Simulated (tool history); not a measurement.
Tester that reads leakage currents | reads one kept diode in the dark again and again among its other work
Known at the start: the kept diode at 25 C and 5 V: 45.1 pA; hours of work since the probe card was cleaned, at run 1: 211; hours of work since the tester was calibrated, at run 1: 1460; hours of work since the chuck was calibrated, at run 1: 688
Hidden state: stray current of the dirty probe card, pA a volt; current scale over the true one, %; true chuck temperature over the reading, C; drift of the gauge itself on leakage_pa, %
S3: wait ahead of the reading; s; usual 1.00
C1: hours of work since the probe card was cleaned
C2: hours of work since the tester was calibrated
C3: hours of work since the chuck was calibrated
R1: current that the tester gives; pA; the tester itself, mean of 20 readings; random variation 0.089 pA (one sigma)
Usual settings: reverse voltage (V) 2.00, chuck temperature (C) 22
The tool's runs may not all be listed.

{"run": 1, "hour": 0.0, "reverse voltage (V)": 2.0, "chuck temperature (C)": 22, "S3": 1.0, "C1": 211, "C2": 1460, "C3": 688, "R1": 26.51}
{"run": 2, "hour": 189.6, "reverse voltage (V)": 2.0, "chuck temperature (C)": 22, "S3": 1.0, "C1": 293, "C2": 1543, "C3": 771, "R1": 26.45}
{"run": 3, "hour": 310.3, "reverse voltage (V)": 2.0, "chuck temperature (C)": 22, "S3": 1.0, "C1": 345, "C2": 1595, "C3": 823, "R1": 26.6}
{"run": 4, "hour": 526.2, "reverse voltage (V)": 2.0, "chuck temperature (C)": 42, "S3": 1.0, "C1": 439, "C2": 1689, "C3": 917, "R1": 113.3}
{"run": 5, "hour": 779.3, "reverse voltage (V)": 2.0, "chuck temperature (C)": 42, "S3": 1.0, "C1": 549, "C2": 1798, "C3": 1027, "R1": 113.82}
{"run": 6, "hour": 923.2, "reverse voltage (V)": 2.0, "chuck temperature (C)": 22, "S3": 1.0, "C1": 611, "C2": 1861, "C3": 1089, "R1": 27.43}
{"run": 7, "hour": 1122.9, "reverse voltage (V)": 2.0, "chuck temperature (C)": 22, "S3": 4.57, "C1": 698, "C2": 1948, "C3": 1176, "R1": 27.36}
{"run": 8, "hour": 1239.0, "reverse voltage (V)": 2.0, "chuck temperature (C)": 22, "S3": 4.57, "C1": 749, "C2": 1998, "C3": 1226, "R1": 27.58}
{"run": 9, "hour": 1494.6, "reverse voltage (V)": 2.0, "chuck temperature (C)": 22, "S3": 1.0, "C1": 859, "C2": 2109, "C3": 1337, "R1": 28.06}
{"run": 10, "hour": 1656.6, "reverse voltage (V)": 17.17, "chuck temperature (C)": 22, "S3": 1.0, "C1": 930, "C2": 2179, "C3": 1408, "R1": 78.27}
{"run": 11, "hour": 1896.7, "reverse voltage (V)": 17.17, "chuck temperature (C)": 22, "S3": 1.0, "C1": 1034, "C2": 2284, "C3": 1512, "R1": 79.64}
{"run": 12, "hour": 2084.4, "reverse voltage (V)": 2.0, "chuck temperature (C)": 22, "S3": 1.0, "C1": 1115, "C2": 2365, "C3": 1593, "R1": 28.96}
{"hour": 2102.6, "done": "tester calibrated"}
{"run": 13, "hour": 2361.9, "reverse voltage (V)": 2.0, "chuck temperature (C)": 22, "S3": 1.0, "C1": 1235, "C2": 113, "C3": 1713, "R1": 29.2}
{"run": 14, "hour": 2568.3, "reverse voltage (V)": 5.37, "chuck temperature (C)": 21, "S3": 0.86, "C1": 1325, "C2": 202, "C3": 1802, "R1": 44.02}
{"run": 15, "hour": 2705.4, "reverse voltage (V)": 2.0, "chuck temperature (C)": 22, "S3": 0.51, "C1": 1384, "C2": 262, "C3": 1862, "R1": 30.19}
{"run": 16, "hour": 2846.0, "reverse voltage (V)": 1.57, "chuck temperature (C)": 39, "S3": 0.95, "C1": 1445, "C2": 323, "C3": 1923, "R1": 90.05}
{"run": 17, "hour": 3088.9, "reverse voltage (V)": 5.9, "chuck temperature (C)": 54, "S3": 2.3, "C1": 1551, "C2": 428, "C3": 2028, "R1": 431.94}
{"hour": 3186.8, "done": "tester calibrated, once more"}
{"run": 18, "hour": 3204.5, "reverse voltage (V)": 5.9, "chuck temperature (C)": 54, "S3": 2.3, "C1": 1600, "C2": 8, "C3": 2078, "R1": 429.11}
{"hour": 3410.3, "done": "probe card cleaned and baked"}
{"hour": 3412.3, "done": "chuck's temperature calibrated"}
{"run": 19, "hour": 3412.3, "reverse voltage (V)": 10.42, "chuck temperature (C)": 29, "S3": 2.3, "C1": 0, "C2": 96, "C3": 0, "R1": 85.38}
{"run": 20, "hour": 3579.7, "reverse voltage (V)": 10.42, "chuck temperature (C)": 29, "S3": 2.3, "C1": 73, "C2": 168, "C3": 73, "R1": 86.01}

Run 21 comes next. What will it give?
{"run": 21, "hour": 3800.3, "reverse voltage (V)": 6.6, "chuck temperature (C)": 22, "S3": 2.18, "C1": 168, "C2": 264, "C3": 168, "R1": "?"}

{"run 21": {"R1": 42.55}}
Without the tool's hidden state the same run would have given R1 41.39 pA.

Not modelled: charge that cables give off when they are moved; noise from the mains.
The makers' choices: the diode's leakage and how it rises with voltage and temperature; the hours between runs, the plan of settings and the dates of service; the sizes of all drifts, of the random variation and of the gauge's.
